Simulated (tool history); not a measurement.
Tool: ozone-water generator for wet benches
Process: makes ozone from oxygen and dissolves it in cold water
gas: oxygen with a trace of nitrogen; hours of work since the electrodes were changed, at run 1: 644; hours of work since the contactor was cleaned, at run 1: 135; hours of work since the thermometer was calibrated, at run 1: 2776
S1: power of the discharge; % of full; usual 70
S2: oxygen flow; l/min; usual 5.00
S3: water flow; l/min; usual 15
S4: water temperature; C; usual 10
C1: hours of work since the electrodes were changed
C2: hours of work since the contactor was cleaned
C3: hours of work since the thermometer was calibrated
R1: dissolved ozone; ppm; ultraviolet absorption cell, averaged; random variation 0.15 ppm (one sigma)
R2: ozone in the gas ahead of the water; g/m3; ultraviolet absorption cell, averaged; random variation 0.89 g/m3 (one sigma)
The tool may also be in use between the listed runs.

run 1 hour=0.0 | S1=70 S2=5.00 S3=15 S4=10 | C1=644 C2=135 C3=2776 | R1=18.7 R2=141.9
run 2 hour=25.6 | S1=70 S2=5.00 S3=15 S4=10 | C1=660 C2=150 C3=2791 | R1=18.6 R2=141.0
run 3 hour=61.0 | S1=70 S2=5.00 S3=15 S4=10 | C1=681 C2=172 C3=2813 | R1=18.8 R2=140.4
run 4 hour=85.5 | S1=61 S2=5.00 S3=15 S4=10 | C1=696 C2=187 C3=2828 | R1=17.0 R2=128.5
run 5 hour=114.7 | S1=61 S2=5.00 S3=15 S4=10 | C1=714 C2=204 C3=2845 | R1=17.1 R2=131.0
run 6 hour=150.2 | S1=61 S2=5.00 S3=15 S4=10 | C1=736 C2=226 C3=2867 | R1=16.9 R2=130.6
run 7 hour=181.6 | S1=52 S2=5.00 S3=15 S4=10 | C1=755 C2=245 C3=2886 | R1=15.4 R2=116.3
run 8 hour=209.4 | S1=52 S2=7.08 S3=15 S4=10 | C1=772 C2=262 C3=2903 | R1=15.1 R2=96.3
run 9 hour=236.3 | S1=52 S2=7.08 S3=15 S4=10 | C1=788 C2=279 C3=2919 | R1=15.2 R2=98.1
run 10 hour=258.6 | S1=70 S2=5.00 S3=15 S4=10 | C1=802 C2=292 C3=2933 | R1=18.6 R2=141.6
run 11 hour=291.9 | S1=95 S2=5.00 S3=15 S4=10 | C1=822 C2=312 C3=2953 | R1=22.3 R2=173.4
run 12 hour=322.7 | S1=70 S2=5.00 S3=18 S4=10 | C1=841 C2=331 C3=2972 | R1=15.7 R2=141.3
run 13 hour=341.9 | S1=47 S2=5.00 S3=15 S4=10 | C1=852 C2=343 C3=2984 | R1=14.4 R2=109.9
run 14 hour=373.9 | S1=70 S2=5.00 S3=15 S4=10 | C1=872 C2=362 C3=3003 | R1=18.3 R2=142.9
run 15 hour=408.8 | S1=70 S2=3.09 S3=15 S4=10 | C1=893 C2=384 C3=3025 | R1=17.7 R2=184.5
run 16 hour=437.9 | S1=70 S2=3.09 S3=15 S4=10 | C1=911 C2=401 C3=3042 | R1=18.1 R2=183.1
run 17 hour=468.0 | S1=55 S2=3.09 S3=12 S4=10 | C1=929 C2=420 C3=3061 | R1=18.8 R2=159.2
run 18 hour=500.1 | S1=70 S2=2.78 S3=14 S4=7 | C1=949 C2=439 C3=3080 | R1=19.6 R2=195.4
run 19 hour=535.6 | S1=43 S2=7.24 S3=23 S4=10 | C1=970 C2=461 C3=3102 | R1=9.3 R2=84.2
run 20 hour=552.5 | S1=86 S2=8.83 S3=18 S4=12 | C1=981 C2=471 C3=3112 | R1=16.9 R2=116.1
run 21 hour=569.8 | S1=54 S2=2.70 S3=18 S4=12 | C1=991 C2=482 C3=3123 | R1=12.1 R2=168.4
run 22 hour=604.9 | S1=46 S2=6.77 S3=14 S4=9 | C1=1013 C2=503 C3=3144 | R1=14.9 R2=92.4
run 23 hour=640.0 | S1=68 S2=5.00 S3=14 S4=10 | C1=1034 C2=524 C3=3165 | R1=19.3 R2=139.1
run 24 hour=658.7 | S1=63 S2=4.68 S3=15 S4=7 | C1=1045 C2=536 C3=3177 | R1=17.9 R2=135.5
run 25 hour=696.8 | S1=60 S2=6.68 S3=12 S4=16 | C1=1069 C2=559 C3=3200 | R1=17.4 R2=109.3
run 26 hour=731.9 | S1=62 S2=6.30 S3=15 S4=7 | C1=1090 C2=580 C3=3221 | R1=17.5 R2=115.0
run 27 hour=751.1 | S1=62 S2=6.30 S3=15 S4=7 | C1=1102 C2=592 C3=3233 | R1=17.7 R2=115.5
run 28 hour=768.4 | S1=62 S2=6.30 S3=15 S4=7 | C1=1112 C2=603 C3=3244 | R1=17.7 R2=115.2
run 29 hour=800.5 | S1=62 S2=3.50 S3=15 S4=15 | C1=1132 C2=622 C3=3263 | R1=15.7 R2=157.0

Forecast run 30:
run 30 hour=822.7 | S1=96 S2=7.04 S3=15 S4=10 | C1=1145 C2=636 C3=3277 | R1=? R2=?

{"run 30": {"R1": 22.1, "R2": 142.4}}
Without the tool's hidden state the same run would have given R1 23.7 ppm, R2 150.4 g/m3.
